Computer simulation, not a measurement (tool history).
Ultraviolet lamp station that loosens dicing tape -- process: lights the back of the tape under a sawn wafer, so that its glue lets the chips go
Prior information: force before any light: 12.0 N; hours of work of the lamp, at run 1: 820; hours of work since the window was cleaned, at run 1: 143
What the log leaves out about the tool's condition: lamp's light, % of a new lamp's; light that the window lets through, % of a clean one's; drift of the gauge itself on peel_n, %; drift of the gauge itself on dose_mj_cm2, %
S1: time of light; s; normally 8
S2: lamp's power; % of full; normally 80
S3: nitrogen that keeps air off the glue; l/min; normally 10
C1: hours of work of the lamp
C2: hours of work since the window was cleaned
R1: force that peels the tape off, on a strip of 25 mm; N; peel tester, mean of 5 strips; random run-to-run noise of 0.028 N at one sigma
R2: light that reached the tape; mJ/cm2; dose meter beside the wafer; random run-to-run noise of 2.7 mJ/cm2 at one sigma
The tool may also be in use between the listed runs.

{"run": 1, "hour": 0.0, "S1": 8, "S2": 80, "S3": 10, "C1": 820, "C2": 143, "R1": 2.363, "R2": 269}
{"run": 2, "hour": 35.6, "S1": 8, "S2": 80, "S3": 10, "C1": 838, "C2": 161, "R1": 2.315, "R2": 265}
{"run": 3, "hour": 74.4, "S1": 8, "S2": 80, "S3": 10, "C1": 858, "C2": 180, "R1": 2.469, "R2": 265}
{"run": 4, "hour": 106.6, "S1": 8, "S2": 80, "S3": 10, "C1": 874, "C2": 197, "R1": 2.512, "R2": 256}
{"run": 5, "hour": 134.1, "S1": 8, "S2": 66, "S3": 10, "C1": 888, "C2": 211, "R1": 3.468, "R2": 212}
{"run": 6, "hour": 182.2, "S1": 8, "S2": 66, "S3": 10, "C1": 913, "C2": 235, "R1": 3.425, "R2": 207}
{"hour": 235.2, "done": "window cleaned of glue's vapour"}
{"run": 7, "hour": 239.8, "S1": 8, "S2": 61, "S3": 10, "C1": 942, "C2": 2, "R1": 3.423, "R2": 209}
{"run": 8, "hour": 268.8, "S1": 15, "S2": 80, "S3": 10, "C1": 956, "C2": 17, "R1": 0.697, "R2": 499}
{"run": 9, "hour": 322.5, "S1": 8, "S2": 80, "S3": 10, "C1": 984, "C2": 44, "R1": 2.483, "R2": 264}
{"run": 10, "hour": 372.8, "S1": 8, "S2": 80, "S3": 12, "C1": 1009, "C2": 70, "R1": 2.225, "R2": 263}
{"run": 11, "hour": 420.0, "S1": 8, "S2": 80, "S3": 12, "C1": 1033, "C2": 94, "R1": 2.217, "R2": 256}
{"run": 12, "hour": 459.4, "S1": 8, "S2": 80, "S3": 12, "C1": 1053, "C2": 114, "R1": 2.274, "R2": 255}
{"run": 13, "hour": 503.1, "S1": 8, "S2": 80, "S3": 12, "C1": 1075, "C2": 136, "R1": 2.418, "R2": 244}
{"run": 14, "hour": 565.0, "S1": 8, "S2": 91, "S3": 10, "C1": 1107, "C2": 167, "R1": 2.275, "R2": 275}
{"run": 15, "hour": 593.7, "S1": 8, "S2": 80, "S3": 10, "C1": 1121, "C2": 182, "R1": 2.897, "R2": 238}
{"run": 16, "hour": 649.3, "S1": 8, "S2": 80, "S3": 10, "C1": 1149, "C2": 210, "R1": 2.836, "R2": 233}
{"run": 17, "hour": 711.0, "S1": 8, "S2": 80, "S3": 10, "C1": 1181, "C2": 241, "R1": 3.023, "R2": 226}
{"hour": 750.7, "done": "window cleaned of glue's vapour"}
{"run": 18, "hour": 754.9, "S1": 7, "S2": 80, "S3": 10, "C1": 1203, "C2": 2, "R1": 3.263, "R2": 219}
{"run": 19, "hour": 788.3, "S1": 8, "S2": 80, "S3": 10, "C1": 1219, "C2": 19, "R1": 2.687, "R2": 248}
{"run": 20, "hour": 849.1, "S1": 4, "S2": 80, "S3": 4, "C1": 1250, "C2": 50, "R1": 7.281, "R2": 119}

Forecast run 21:
{"run": 21, "hour": 906.0, "S1": 4, "S2": 80, "S3": 4, "C1": 1279, "C2": 79, "R1": "?", "R2": "?"}

{"run 21": {"R1": 7.544, "R2": 114}}
Without the tool's hidden state the same run would have given R1 5.756 N, R2 180 mJ/cm2.
